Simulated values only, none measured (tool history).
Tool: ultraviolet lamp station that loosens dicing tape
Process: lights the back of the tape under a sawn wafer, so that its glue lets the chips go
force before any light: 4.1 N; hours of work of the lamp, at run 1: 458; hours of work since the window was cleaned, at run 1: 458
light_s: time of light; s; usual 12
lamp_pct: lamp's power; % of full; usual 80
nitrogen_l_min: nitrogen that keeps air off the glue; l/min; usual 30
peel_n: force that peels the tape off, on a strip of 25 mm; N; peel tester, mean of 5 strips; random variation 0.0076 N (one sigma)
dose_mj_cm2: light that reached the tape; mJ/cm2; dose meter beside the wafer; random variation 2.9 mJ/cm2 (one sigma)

run,hour,light_s,lamp_pct,nitrogen_l_min,hours of work of the lamp,hours of work since the window was cleaned,peel_n,dose_mj_cm2
1,0.0,12,80,30,458,458,0.402,336
2,31.5,20,80,30,478,478,0.240,549
# hour 55.0: window cleaned of glue's vapour
3,62.9,20,80,23,498,5,0.248,539
4,95.1,20,80,23,519,26,0.252,537
5,144.2,12,80,30,550,57,0.424,316
# hour 169.6: window cleaned of glue's vapour, once more
6,213.9,12,80,30,594,28,0.368,328
7,273.3,7,80,30,632,66,0.866,186
8,339.7,8,61,36,674,108,1.041,162
9,370.1,9,98,47,693,128,0.390,289
10,418.8,9,62,10,724,158,1.570,184
11,473.9,13,81,43,759,194,0.326,330
12,545.0,11,80,19,804,239,0.686,275
13,593.5,14,62,12,835,270,0.939,261

Forecast each of these 5 alternatives for the next run:
A,658.8,13,91,45,877,311,?,?
B,658.8,12,74,30,877,311,?,?
C,658.8,7,86,39,877,311,?,?
D,658.8,12,84,30,877,311,?,?
E,658.8,12,80,38,877,311,?,?

run,peel_n,dose_mj_cm2
A,0.298,351
B,0.558,259
C,0.837,181
D,0.474,302
E,0.441,282
Without the tool's hidden state the same runs would have given:
run,peel_n,dose_mj_cm2
A,0.217,517
B,0.318,383
C,0.468,265
D,0.283,441
E,0.268,416
